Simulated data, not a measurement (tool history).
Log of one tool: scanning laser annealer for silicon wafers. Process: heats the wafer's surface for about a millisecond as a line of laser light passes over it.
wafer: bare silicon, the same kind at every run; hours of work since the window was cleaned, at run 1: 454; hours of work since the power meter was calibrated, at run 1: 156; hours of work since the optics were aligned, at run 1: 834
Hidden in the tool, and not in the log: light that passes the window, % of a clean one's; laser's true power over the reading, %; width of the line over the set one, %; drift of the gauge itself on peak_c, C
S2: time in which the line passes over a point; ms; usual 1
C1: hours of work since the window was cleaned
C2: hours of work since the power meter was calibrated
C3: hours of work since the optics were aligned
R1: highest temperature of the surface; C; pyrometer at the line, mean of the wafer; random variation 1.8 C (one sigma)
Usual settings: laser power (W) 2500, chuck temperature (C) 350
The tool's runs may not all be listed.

Run 1, hour 0: usual settings; C1 454; C2 156; C3 834. Result: R1 1037 C.
Run 2, hour 6.6: usual settings but chuck temperature (C) 343; C1 458; C2 160; C3 838. Result: R1 1026 C.
Run 3, hour 14.1: usual settings but S2 0.75 ms; C1 462; C2 164; C3 842. Result: R1 947 C.
Run 4, hour 18.9: usual settings but S2 0.75 ms; C1 465; C2 167; C3 845. Result: R1 945 C.
Run 5, hour 25.9: usual settings but S2 0.75 ms; C1 469; C2 171; C3 849. Result: R1 946 C.
Run 6, hour 34.7: usual settings but S2 0.75 ms; C1 474; C2 176; C3 854. Result: R1 947 C.
Run 7, hour 39: usual settings but S2 0.75 ms; C1 477; C2 179; C3 857. Result: R1 941 C.
Run 8, hour 44.3: usual settings but chuck temperature (C) 345; C1 480; C2 182; C3 860. Result: R1 1027 C.
Run 9, hour 52.2: usual settings but S2 1.22 ms; C1 484; C2 187; C3 864. Result: R1 1099 C.
Run 10, hour 60.2: usual settings but chuck temperature (C) 325; C1 489; C2 191; C3 869. Result: R1 1005 C.
Run 11, hour 67.6: usual settings but chuck temperature (C) 325; C1 493; C2 195; C3 873. Result: R1 1010 C.
At hour 71: laser's power meter calibrated.
Run 12, hour 76.3: usual settings but chuck temperature (C) 325; C1 497; C2 3; C3 877. Result: R1 1008 C.
Run 13, hour 85.8: usual settings but laser power (W) 2542; C1 502; C2 9; C3 882. Result: R1 1038 C.
Run 14, hour 94.6: usual settings but laser power (W) 2542; C1 507; C2 14; C3 887. Result: R1 1037 C.
Run 15, hour 101.2: usual settings but laser power (W) 2542; C1 511; C2 18; C3 891. Result: R1 1042 C.
At hour 110.6: laser's power meter calibrated, once more.
Run 16, hour 112.1: usual settings but laser power (W) 2542; C1 516; C2 1; C3 896. Result: R1 1039 C.
Run 17, hour 116.5: usual settings but laser power (W) 2542; C1 518; C2 3; C3 898. Result: R1 1036 C.
Run 18, hour 122: usual settings but laser power (W) 2721, chuck temperature (C) 381; C1 522; C2 7; C3 901. Result: R1 1114 C.
Run 19, hour 131.3: usual settings but laser power (W) 2415, S2 1.23 ms, chuck temperature (C) 365; C1 527; C2 12; C3 907. Result: R1 1088 C.
Run 20, hour 137.6: usual settings but laser power (W) 2630, S2 0.98 ms, chuck temperature (C) 385; C1 531; C2 16; C3 910. Result: R1 1087 C.
Run 21, hour 143: usual settings but laser power (W) 2630, S2 0.98 ms, chuck temperature (C) 385; C1 534; C2 19; C3 914. Result: R1 1087 C.
Run 22, hour 149.8: usual settings but S2 1.21 ms, chuck temperature (C) 388; C1 538; C2 23; C3 917. Result: R1 1130 C.
Run 23, hour 158.8: usual settings but S2 1.21 ms, chuck temperature (C) 388; C1 543; C2 28; C3 923. Result: R1 1127 C.
Run 24, hour 165.5: usual settings but S2 0.76 ms, chuck temperature (C) 347; C1 547; C2 32; C3 927. Result: R1 940 C.
Run 25, hour 170.2: usual settings but laser power (W) 2422, chuck temperature (C) 316; C1 549; C2 35; C3 929. Result: R1 973 C.
Run 26, hour 177.3: usual settings but laser power (W) 2422, chuck temperature (C) 316; C1 554; C2 39; C3 933. Result: R1 970 C.
Run 27, hour 184.2: usual settings but laser power (W) 2422, chuck temperature (C) 316; C1 558; C2 43; C3 937. Result: R1 973 C.
Run 28, hour 188.5: usual settings but laser power (W) 2225, chuck temperature (C) 316; C1 560; C2 45; C3 940. Result: R1 924 C.

4 ways to go on from here, each from the tool as it stands after run 28. What would each give?
Run A, hour 194: usual settings but laser power (W) 2225, S2 0.9 ms, chuck temperature (C) 356; C1 563; C2 48; C3 943. Result: R1 ?.
Run B, hour 194: usual settings but laser power (W) 2211; C1 563; C2 48; C3 943. Result: R1 ?.
Run C, hour 194: usual settings but laser power (W) 2225, S2 0.75 ms, chuck temperature (C) 316; C1 563; C2 48; C3 943. Result: R1 ?.
Run D, hour 194: usual settings but laser power (W) 2532, chuck temperature (C) 316; C1 563; C2 48; C3 943. Result: R1 ?.

run    R1
  A   937
  B   954
  C   846
  D  1002
Without the tool's hidden state the same runs would have given:
run    R1
  A   962
  B   980
  C   869
  D  1031

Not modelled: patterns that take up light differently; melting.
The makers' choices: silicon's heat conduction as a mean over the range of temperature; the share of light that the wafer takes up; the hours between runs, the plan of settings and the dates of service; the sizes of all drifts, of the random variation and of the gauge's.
